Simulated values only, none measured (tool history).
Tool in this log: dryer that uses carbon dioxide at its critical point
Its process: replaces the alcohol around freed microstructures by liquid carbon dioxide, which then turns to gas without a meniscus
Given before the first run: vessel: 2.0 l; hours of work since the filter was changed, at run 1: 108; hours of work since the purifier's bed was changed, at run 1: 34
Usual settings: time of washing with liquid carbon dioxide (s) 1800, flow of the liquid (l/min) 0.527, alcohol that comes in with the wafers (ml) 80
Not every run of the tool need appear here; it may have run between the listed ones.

run   hour  time of washing with liquid carbon dioxide (s)  flow of the liquid (l/min)  alcohol that comes in with the wafers (ml)  hours of work since the filter was changed  hours of work since the purifier's bed was changed  alcohol left in the vessel before it's heated (ppm by volume)
  1    0.0                                            1800                       0.527                                          80                                         108                                                  34                                                             43
  2   11.9                                            2040                       0.527                                          80                                         115                                                  41                                                             35
  3   21.0                                            2040                       0.527                                          80                                         121                                                  47                                                             27
  4   30.9                                            2040                       0.527                                          80                                         127                                                  53                                                             25
  5   44.6                                            2040                       0.527                                          80                                         136                                                  62                                                             31
  6   59.4                                            1800                       0.527                                          51                                         145                                                  71                                                             35
  7   68.6                                            1800                       0.527                                          80                                         151                                                  77                                                             58
  8   82.9                                            1800                       0.567                                          80                                         160                                                  86                                                             47
  9  103.6                                            1800                       0.567                                          80                                         173                                                  99                                                             43
 10  122.9                                            1800                       0.567                                          68                                         185                                                 111                                                             48
 11  137.0                                            1800                       0.567                                          68                                         194                                                 120                                                             38
 12  149.9                                            2880                       0.527                                          80                                         202                                                 128                                                             22
 13  159.4                                            2880                       0.527                                          80                                         208                                                 134                                                             24
 14  172.1                                            2880                       0.527                                          80                                         216                                                 142                                                             17
 15  182.3                                            1800                       0.527                                          80                                         222                                                 148                                                             87
 16  199.7                                            1800                       0.527                                          80                                         233                                                 159                                                             90
 17  220.0                                            1800                       0.527                                          80                                         246                                                 172                                                             87
 18  236.8                                            1800                       0.527                                          80                                         256                                                 182                                                             88
 19  249.2                                            1800                       0.527                                          80                                         264                                                 190                                                             92
 20  265.0                                            1800                       0.527                                          80                                         274                                                 200                                                            100
 21  278.5                                            1740                       0.527                                          80                                         282                                                 209                                                            125
 22  288.6                                            1740                       0.527                                          80                                         289                                                 215                                                            126
 23  309.5                                            1800                       0.527                                          80                                         302                                                 228                                                            109
 24  323.6                                            1800                       0.527                                          80                                         311                                                 237                                                            118
 25  333.4                                            1800                       0.527                                          80                                         317                                                 243                                                            115
     345.1  -- inlet filter changed
 26  351.2                                            1800                       0.511                                          80                                           4                                                 254                                                             54
 27  365.6                                            1200                       0.549                                          71                                          13                                                 263                                                            275
 28  381.7                                            1800                       0.776                                          39                                          23                                                 273                                                             17
 29  401.3                                            2460                       0.390                                          27                                          35                                                 285                                                             28
 30  421.8                                            2460                       0.390                                          27                                          48                                                 298                                                             30
 31  435.6                                            1860                       0.444                                          85                                          57                                                 306                                                            107
 32  451.8                                            1860                       0.322                                          85                                          67                                                 317                                                            540
 33  468.6                                            2280                       0.527                                          21                                          77                                                 327                                                             22
 34  487.8                                            2400                       0.740                                          80                                          90                                                 339                                                             19
 35  497.7                                            2400                       0.740                                          80                                          96                                                 345                                                             16
 36  515.5                                            1140                       0.527                                          80                                         107                                                 357                                                            555
 37  536.8                                            1560                       0.459                                          88                                         120                                                 370                                                            297
 38  554.3                                            1560                       0.477                                          23                                         131                                                 381                                                             80
 39  571.7                                            1920                       0.594                                          80                                         142                                                 392                                                             38
 40  581.3                                            1920                       0.527                                          60                                         148                                                 398                                                             51
 41  591.2                                            1920                       0.527                                          60                                         154                                                 404                                                             58
 42  602.4                                            2040                       0.595                                          80                                         161                                                 411                                                             45
 43  623.7                                            2160                       0.595                                          25                                         175                                                 424                                                             26
 44  645.7                                            1620                       0.373                                          30                                         189                                                 438                                                            284
 45  661.9                                            1620                       0.373                                          30                                         199                                                 448                                                            286
 46  680.8                                            1200                       0.790                                          21                                         211                                                 460                                                             49
 47  699.7                                            1200                       0.790                                          21                                         222                                                 472                                                             51

How would selected steps in alcohol left in the vessel before it's heated (ppm by volume) from run to run divide? Give the signed amount a tool lacking its hidden state would still show from settings, what came in and random variation, and the signed amount left for the hidden state, including any gauge scatter that is not in both of the compared results.
Hidden state at play: flow that reaches the vessel past the clogged filter, %; alcohol in the recycled carbon dioxide, ppm; drift of the gauge itself on alcohol_ppm, %.
Run 31 -> 32: flow of the liquid (l/min) 0.444 -> 0.322. alcohol left in the vessel before it's heated (ppm by volume) +433: hidden state +73, all else +360.
Run 32 -> 33: time of washing with liquid carbon dioxide (s) 1860 -> 2280, flow of the liquid (l/min) 0.322 -> 0.527, alcohol that comes in with the wafers (ml) 85 -> 21. alcohol left in the vessel before it's heated (ppm by volume) -518: hidden state -92, all else -426.
Run 35 -> 36: time of washing with liquid carbon dioxide (s) 2400 -> 1140, flow of the liquid (l/min) 0.740 -> 0.527. alcohol left in the vessel before it's heated (ppm by volume) +539: hidden state +145, all else +394.
Run 43 -> 44: time of washing with liquid carbon dioxide (s) 2160 -> 1620, flow of the liquid (l/min) 0.595 -> 0.373, alcohol that comes in with the wafers (ml) 25 -> 30. alcohol left in the vessel before it's heated (ppm by volume) +258: hidden state +99, all else +159.
Run 45 -> 46: time of washing with liquid carbon dioxide (s) 1620 -> 1200, flow of the liquid (l/min) 0.373 -> 0.790, alcohol that comes in with the wafers (ml) 30 -> 21. alcohol left in the vessel before it's heated (ppm by volume) -237: hidden state -93, all else -144.
